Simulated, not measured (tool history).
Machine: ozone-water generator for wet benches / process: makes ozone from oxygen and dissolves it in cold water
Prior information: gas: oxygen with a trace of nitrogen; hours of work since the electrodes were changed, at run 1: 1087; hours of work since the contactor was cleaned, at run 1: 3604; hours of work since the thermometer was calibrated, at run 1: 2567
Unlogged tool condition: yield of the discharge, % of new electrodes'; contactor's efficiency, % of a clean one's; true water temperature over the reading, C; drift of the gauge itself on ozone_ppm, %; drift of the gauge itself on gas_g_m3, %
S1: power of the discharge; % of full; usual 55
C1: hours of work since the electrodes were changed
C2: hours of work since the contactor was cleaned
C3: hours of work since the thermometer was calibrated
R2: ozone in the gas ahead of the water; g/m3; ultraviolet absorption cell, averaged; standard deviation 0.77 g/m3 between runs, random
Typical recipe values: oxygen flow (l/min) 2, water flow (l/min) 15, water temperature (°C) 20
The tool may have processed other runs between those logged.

{"run": 1, "hour": 0.0, "S1": 55, "oxygen flow (l/min)": 2, "water flow (l/min)": 15, "water temperature (°C)": 20, "C1": 1087, "C2": 3604, "C3": 2567, "dissolved ozone (ppm)": 5.15, "R2": 110.4}
{"run": 2, "hour": 41.8, "S1": 55, "oxygen flow (l/min)": 2, "water flow (l/min)": 15, "water temperature (°C)": 20, "C1": 1128, "C2": 3645, "C3": 2608, "dissolved ozone (ppm)": 5.02, "R2": 112.2}
{"run": 3, "hour": 83.1, "S1": 55, "oxygen flow (l/min)": 2, "water flow (l/min)": 15, "water temperature (°C)": 20, "C1": 1169, "C2": 3685, "C3": 2648, "dissolved ozone (ppm)": 5.08, "R2": 111.7}
{"run": 4, "hour": 143.7, "S1": 55, "oxygen flow (l/min)": 2, "water flow (l/min)": 15, "water temperature (°C)": 20, "C1": 1228, "C2": 3744, "C3": 2708, "dissolved ozone (ppm)": 5.12, "R2": 110.5}
{"run": 5, "hour": 210.5, "S1": 55, "oxygen flow (l/min)": 2, "water flow (l/min)": 15, "water temperature (°C)": 20, "C1": 1293, "C2": 3810, "C3": 2773, "dissolved ozone (ppm)": 5, "R2": 109.9}
{"run": 6, "hour": 276.7, "S1": 55, "oxygen flow (l/min)": 2, "water flow (l/min)": 15, "water temperature (°C)": 20, "C1": 1358, "C2": 3875, "C3": 2838, "dissolved ozone (ppm)": 4.94, "R2": 111.6}
{"run": 7, "hour": 321.8, "S1": 55, "oxygen flow (l/min)": 2, "water flow (l/min)": 15, "water temperature (°C)": 20, "C1": 1402, "C2": 3919, "C3": 2882, "dissolved ozone (ppm)": 4.96, "R2": 110.1}
{"hour": 329.8, "done": "contactor cleaned"}
{"run": 8, "hour": 359.5, "S1": 55, "oxygen flow (l/min)": 2, "water flow (l/min)": 15, "water temperature (°C)": 20, "C1": 1435, "C2": 29, "C3": 2915, "dissolved ozone (ppm)": 5.42, "R2": 110.1}
{"run": 9, "hour": 409.3, "S1": 55, "oxygen flow (l/min)": 2, "water flow (l/min)": 15, "water temperature (°C)": 20, "C1": 1484, "C2": 78, "C3": 2964, "dissolved ozone (ppm)": 5.53, "R2": 108.3}
{"run": 10, "hour": 452.7, "S1": 55, "oxygen flow (l/min)": 2, "water flow (l/min)": 15, "water temperature (°C)": 20, "C1": 1527, "C2": 120, "C3": 3007, "dissolved ozone (ppm)": 5.5, "R2": 109.1}
{"run": 11, "hour": 506.8, "S1": 55, "oxygen flow (l/min)": 2.7, "water flow (l/min)": 15, "water temperature (°C)": 20, "C1": 1580, "C2": 173, "C3": 3060, "dissolved ozone (ppm)": 5.85, "R2": 97.3}
{"run": 12, "hour": 556.8, "S1": 55, "oxygen flow (l/min)": 2, "water flow (l/min)": 10, "water temperature (°C)": 20, "C1": 1629, "C2": 222, "C3": 3108, "dissolved ozone (ppm)": 8.08, "R2": 109.8}
{"hour": 560.6, "done": "water thermometer calibrated"}
{"run": 13, "hour": 613.4, "S1": 55, "oxygen flow (l/min)": 2, "water flow (l/min)": 10, "water temperature (°C)": 20, "C1": 1684, "C2": 277, "C3": 52, "dissolved ozone (ppm)": 7.86, "R2": 107.8}
{"run": 14, "hour": 679.9, "S1": 55, "oxygen flow (l/min)": 2.84, "water flow (l/min)": 15, "water temperature (°C)": 20, "C1": 1749, "C2": 342, "C3": 117, "dissolved ozone (ppm)": 6.02, "R2": 95}
{"hour": 710.0, "done": "water thermometer calibrated, once more"}
{"run": 15, "hour": 719.2, "S1": 55, "oxygen flow (l/min)": 2.84, "water flow (l/min)": 17, "water temperature (°C)": 20, "C1": 1787, "C2": 380, "C3": 9, "dissolved ozone (ppm)": 5.25, "R2": 93.2}
{"run": 16, "hour": 754.9, "S1": 45, "oxygen flow (l/min)": 1.6, "water flow (l/min)": 15, "water temperature (°C)": 16, "C1": 1822, "C2": 415, "C3": 44, "dissolved ozone (ppm)": 4.52, "R2": 99.7}
{"run": 17, "hour": 785.4, "S1": 97, "oxygen flow (l/min)": 1.6, "water flow (l/min)": 15, "water temperature (°C)": 16, "C1": 1851, "C2": 445, "C3": 74, "dissolved ozone (ppm)": 8.29, "R2": 187}
{"run": 18, "hour": 825.6, "S1": 42, "oxygen flow (l/min)": 1.6, "water flow (l/min)": 15, "water temperature (°C)": 14, "C1": 1891, "C2": 485, "C3": 113, "dissolved ozone (ppm)": 4.23, "R2": 93}
{"run": 19, "hour": 872.3, "S1": 60, "oxygen flow (l/min)": 2, "water flow (l/min)": 15, "water temperature (°C)": 19, "C1": 1937, "C2": 530, "C3": 159, "dissolved ozone (ppm)": 5.94, "R2": 115.9}
{"run": 20, "hour": 934.9, "S1": 86, "oxygen flow (l/min)": 1.84, "water flow (l/min)": 11, "water temperature (°C)": 16, "C1": 1998, "C2": 592, "C3": 220, "dissolved ozone (ppm)": 10.53, "R2": 159.8}
{"run": 21, "hour": 963.3, "S1": 81, "oxygen flow (l/min)": 1.84, "water flow (l/min)": 17, "water temperature (°C)": 16, "C1": 2026, "C2": 619, "C3": 248, "dissolved ozone (ppm)": 6.44, "R2": 150}
{"run": 22, "hour": 1010.0, "S1": 93, "oxygen flow (l/min)": 2.6, "water flow (l/min)": 14, "water temperature (°C)": 15, "C1": 2071, "C2": 665, "C3": 294, "dissolved ozone (ppm)": 9.79, "R2": 147.2}
{"run": 23, "hour": 1076.6, "S1": 43, "oxygen flow (l/min)": 1.95, "water flow (l/min)": 10, "water temperature (°C)": 21, "C1": 2137, "C2": 730, "C3": 359, "dissolved ozone (ppm)": 6.06, "R2": 86.2}
{"run": 24, "hour": 1119.6, "S1": 43, "oxygen flow (l/min)": 1.95, "water flow (l/min)": 10, "water temperature (°C)": 21, "C1": 2179, "C2": 773, "C3": 401, "dissolved ozone (ppm)": 6.34, "R2": 87.6}
{"run": 25, "hour": 1165.2, "S1": 55, "oxygen flow (l/min)": 2, "water flow (l/min)": 21, "water temperature (°C)": 24, "C1": 2223, "C2": 817, "C3": 446, "dissolved ozone (ppm)": 3.57, "R2": 106.8}
{"run": 26, "hour": 1231.8, "S1": 67, "oxygen flow (l/min)": 2, "water flow (l/min)": 22, "water temperature (°C)": 24, "C1": 2289, "C2": 882, "C3": 511, "dissolved ozone (ppm)": 3.85, "R2": 124.2}

Here are 5 independent what-if runs from the current tool condition. What would each one return?
{"run": "A", "hour": 1288.7, "S1": 56, "oxygen flow (l/min)": 1.19, "water flow (l/min)": 22, "water temperature (°C)": 19, "C1": 2344, "C2": 938, "C3": 567, "dissolved ozone (ppm)": "?", "R2": "?"}
{"run": "B", "hour": 1288.7, "S1": 41, "oxygen flow (l/min)": 2, "water flow (l/min)": 15, "water temperature (°C)": 20, "C1": 2344, "C2": 938, "C3": 567, "dissolved ozone (ppm)": "?", "R2": "?"}
{"run": "C", "hour": 1288.7, "S1": 50, "oxygen flow (l/min)": 1.62, "water flow (l/min)": 22, "water temperature (°C)": 13, "C1": 2344, "C2": 938, "C3": 567, "dissolved ozone (ppm)": "?", "R2": "?"}
{"run": "D", "hour": 1288.7, "S1": 60, "oxygen flow (l/min)": 3.32, "water flow (l/min)": 22, "water temperature (°C)": 26, "C1": 2344, "C2": 938, "C3": 567, "dissolved ozone (ppm)": "?", "R2": "?"}
{"run": "E", "hour": 1288.7, "S1": 67, "oxygen flow (l/min)": 2, "water flow (l/min)": 22, "water temperature (°C)": 18, "C1": 2344, "C2": 938, "C3": 567, "dissolved ozone (ppm)": "?", "R2": "?"}

run=A dissolved_ozone_(ppm)=2.95 R2=131
run=B dissolved_ozone_(ppm)=4.07 R2=84.4
run=C dissolved_ozone_(ppm)=3.04 R2=105
run=D dissolved_ozone_(ppm)=4.12 R2=91.4
run=E dissolved_ozone_(ppm)=3.95 R2=123.8
Take away the tool's hidden state, keep each run's random variation, and the runs would have read:
run=A dissolved_ozone_(ppm)=3.4 R2=146.5
run=B dissolved_ozone_(ppm)=4.52 R2=90.9
run=C dissolved_ozone_(ppm)=3.47 R2=115.9
run=D dissolved_ozone_(ppm)=4.8 R2=103.2
run=E dissolved_ozone_(ppm)=4.7 R2=141.6

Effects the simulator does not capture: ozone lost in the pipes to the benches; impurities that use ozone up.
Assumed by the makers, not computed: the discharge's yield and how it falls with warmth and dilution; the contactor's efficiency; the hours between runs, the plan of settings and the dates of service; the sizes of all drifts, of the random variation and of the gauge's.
